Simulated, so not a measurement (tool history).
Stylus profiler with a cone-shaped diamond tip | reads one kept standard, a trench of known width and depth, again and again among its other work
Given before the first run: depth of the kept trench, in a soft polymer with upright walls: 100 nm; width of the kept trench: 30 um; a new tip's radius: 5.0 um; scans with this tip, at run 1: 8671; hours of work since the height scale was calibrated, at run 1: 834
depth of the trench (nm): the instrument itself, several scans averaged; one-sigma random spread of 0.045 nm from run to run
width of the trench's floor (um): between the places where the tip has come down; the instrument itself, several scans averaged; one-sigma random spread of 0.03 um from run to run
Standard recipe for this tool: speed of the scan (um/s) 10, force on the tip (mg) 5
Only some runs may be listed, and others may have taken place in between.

| run | hour | speed of the scan (um/s) | force on the tip (mg) | scans with this tip | hours of work since the height scale was calibrated | depth of the trench (nm) | width of the trench's floor (um) |
|---|---|---|---|---|---|---|---|
| 1 | 0 | 10 | 5 | 8671 | 834 | 101.77 | 26.85 |
| 2 | 37.9 | 10 | 5 | 8892 | 856 | 101.79 | 26.8 |
| 3 | 71.5 | 10 | 5 | 9089 | 875 | 101.76 | 26.83 |
| 4 | 108.9 | 10 | 5 | 9307 | 896 | 101.77 | 26.77 |
| 5 | 138.1 | 10 | 5 | 9479 | 912 | 101.78 | 26.78 |
| 6 | 178.8 | 10 | 5 | 9717 | 935 | 101.83 | 26.71 |
| 7 | 233.3 | 10 | 5 | 10035 | 966 | 101.72 | 26.76 |
| 8 | 273.1 | 17 | 2.13 | 10268 | 988 | 101.18 | 26.67 |
| 9 | 326.4 | 17 | 2.13 | 10580 | 1018 | 101.21 | 26.56 |
| 10 | 376.9 | 17 | 2.13 | 10875 | 1047 | 101.27 | 26.54 |
| 11 | 437.6 | 7 | 5.27 | 11230 | 1081 | 101.9 | 26.59 |
| 12 | 484.4 | 7 | 5.27 | 11504 | 1107 | 101.93 | 26.6 |
| 13 | 512.2 | 9 | 13.72 | 11667 | 1123 | 103.27 | 26.56 |
|  | 517.3 | height scale calibrated on a step standard |
| 14 | 541.6 | 2 | 13.99 | 11836 | 14 | 102.99 | 26.57 |

3 ways to go on from here, each from the tool as it stands after run 14. What would each give?
| A | 590 | 11 | 4.9 | 12119 | 41 | ? | ? |
| B | 590 | 28 | 4.38 | 12119 | 41 | ? | ? |
| C | 590 | 8 | 4.52 | 12119 | 41 | ? | ? |

| run | depth of the trench (nm) | width of the trench's floor (um) |
|---|---|---|
| A | 101.41 | 26.5 |
| B | 101.37 | 26.43 |
| C | 101.42 | 26.53 |
Take away the tool's hidden state, keep each run's random variation, and the runs would have read:
| run | depth of the trench (nm) | width of the trench's floor (um) |
|---|---|---|
| A | 101.42 | 27.98 |
| B | 101.38 | 27.91 |
| C | 101.43 | 28.01 |

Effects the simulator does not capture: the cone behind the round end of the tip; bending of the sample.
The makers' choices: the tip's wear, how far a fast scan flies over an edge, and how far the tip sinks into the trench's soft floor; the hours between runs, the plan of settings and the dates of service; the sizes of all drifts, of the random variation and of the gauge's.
